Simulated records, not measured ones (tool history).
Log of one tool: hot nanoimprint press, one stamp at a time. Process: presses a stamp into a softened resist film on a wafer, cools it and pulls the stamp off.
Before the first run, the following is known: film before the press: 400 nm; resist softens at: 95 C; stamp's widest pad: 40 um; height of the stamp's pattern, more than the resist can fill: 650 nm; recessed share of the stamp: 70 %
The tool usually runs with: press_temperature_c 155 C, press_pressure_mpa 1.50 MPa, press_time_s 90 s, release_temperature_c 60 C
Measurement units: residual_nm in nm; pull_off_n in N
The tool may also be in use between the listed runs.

{"run": 1, "hour": 0.0, "press_temperature_c": 155, "press_pressure_mpa": 1.5, "press_time_s": 90, "release_temperature_c": 60, "residual_nm": 149.2, "pull_off_n": 197}
{"run": 2, "hour": 42.0, "press_temperature_c": 155, "press_pressure_mpa": 1.5, "press_time_s": 90, "release_temperature_c": 60, "residual_nm": 154.1, "pull_off_n": 199}
{"run": 3, "hour": 79.3, "press_temperature_c": 155, "press_pressure_mpa": 1.5, "press_time_s": 90, "release_temperature_c": 60, "residual_nm": 150.9, "pull_off_n": 201}
{"hour": 101.4, "done": "stamp cleaned and given a new release coat"}
{"run": 4, "hour": 131.7, "press_temperature_c": 155, "press_pressure_mpa": 1.1, "press_time_s": 90, "release_temperature_c": 60, "residual_nm": 180.7, "pull_off_n": 196}
{"run": 5, "hour": 154.6, "press_temperature_c": 155, "press_pressure_mpa": 1.5, "press_time_s": 90, "release_temperature_c": 58, "residual_nm": 153.3, "pull_off_n": 211}
{"run": 6, "hour": 199.6, "press_temperature_c": 155, "press_pressure_mpa": 1.5, "press_time_s": 90, "release_temperature_c": 58, "residual_nm": 153.5, "pull_off_n": 213}
{"run": 7, "hour": 229.6, "press_temperature_c": 155, "press_pressure_mpa": 1.5, "press_time_s": 90, "release_temperature_c": 58, "residual_nm": 153.8, "pull_off_n": 214}
{"run": 8, "hour": 249.5, "press_temperature_c": 155, "press_pressure_mpa": 1.5, "press_time_s": 90, "release_temperature_c": 58, "residual_nm": 152.4, "pull_off_n": 212}
{"hour": 289.1, "done": "stamp cleaned and given a new release coat"}
{"run": 9, "hour": 291.8, "press_temperature_c": 155, "press_pressure_mpa": 1.5, "press_time_s": 90, "release_temperature_c": 58, "residual_nm": 153.6, "pull_off_n": 207}
{"run": 10, "hour": 311.1, "press_temperature_c": 155, "press_pressure_mpa": 0.96, "press_time_s": 150, "release_temperature_c": 60, "residual_nm": 164.2, "pull_off_n": 201}
{"run": 11, "hour": 348.2, "press_temperature_c": 155, "press_pressure_mpa": 0.96, "press_time_s": 150, "release_temperature_c": 67, "residual_nm": 165.1, "pull_off_n": 162}
{"run": 12, "hour": 386.5, "press_temperature_c": 160, "press_pressure_mpa": 2.34, "press_time_s": 101, "release_temperature_c": 67, "residual_nm": 88.8, "pull_off_n": 161}
{"hour": 392.8, "done": "plate thermocouple calibrated"}
{"run": 13, "hour": 414.3, "press_temperature_c": 155, "press_pressure_mpa": 1.72, "press_time_s": 86, "release_temperature_c": 60, "residual_nm": 150.3, "pull_off_n": 203}
{"run": 14, "hour": 453.5, "press_temperature_c": 153, "press_pressure_mpa": 1.72, "press_time_s": 86, "release_temperature_c": 49, "residual_nm": 167.7, "pull_off_n": 275}
{"hour": 480.3, "done": "stamp cleaned and given a new release coat"}
{"run": 15, "hour": 486.9, "press_temperature_c": 146, "press_pressure_mpa": 0.95, "press_time_s": 90, "release_temperature_c": 60, "residual_nm": 301.8, "pull_off_n": 199}
{"hour": 513.4, "done": "plate thermocouple calibrated, once more"}
{"run": 16, "hour": 523.9, "press_temperature_c": 146, "press_pressure_mpa": 0.95, "press_time_s": 84, "release_temperature_c": 52, "residual_nm": 293.4, "pull_off_n": 244}
{"run": 17, "hour": 564.3, "press_temperature_c": 155, "press_pressure_mpa": 2.26, "press_time_s": 90, "release_temperature_c": 46, "residual_nm": 117.6, "pull_off_n": 282}

For some of the steps in residual_nm from one run to the next: how much would appear even if the tool had no hidden state, given the settings, what came in and random variation, and how much remains for the hidden state plus any gauge scatter that the measured result and the result without hidden state don't share?
The tool's hidden condition here consists of: true temperature over the reading, C; pressure that arrives at the usual setting, %; grip of the stamp's worn release coat, % over a new coat's; drift of the gauge itself on residual_nm, %; drift of the gauge itself on pull_off_n, %.
Run 15 -> 16: press_time_s 90 -> 84, release_temperature_c 60 -> 52, plate thermocouple calibrated, once more. residual_nm -8.4 nm: hidden state -13.9, all else +5.5.
Run 16 -> 17: press_temperature_c 146 -> 155, press_pressure_mpa 0.95 -> 2.26, press_time_s 84 -> 90, release_temperature_c 52 -> 46. residual_nm -175.8 nm: hidden state +0.6, all else -176.4.

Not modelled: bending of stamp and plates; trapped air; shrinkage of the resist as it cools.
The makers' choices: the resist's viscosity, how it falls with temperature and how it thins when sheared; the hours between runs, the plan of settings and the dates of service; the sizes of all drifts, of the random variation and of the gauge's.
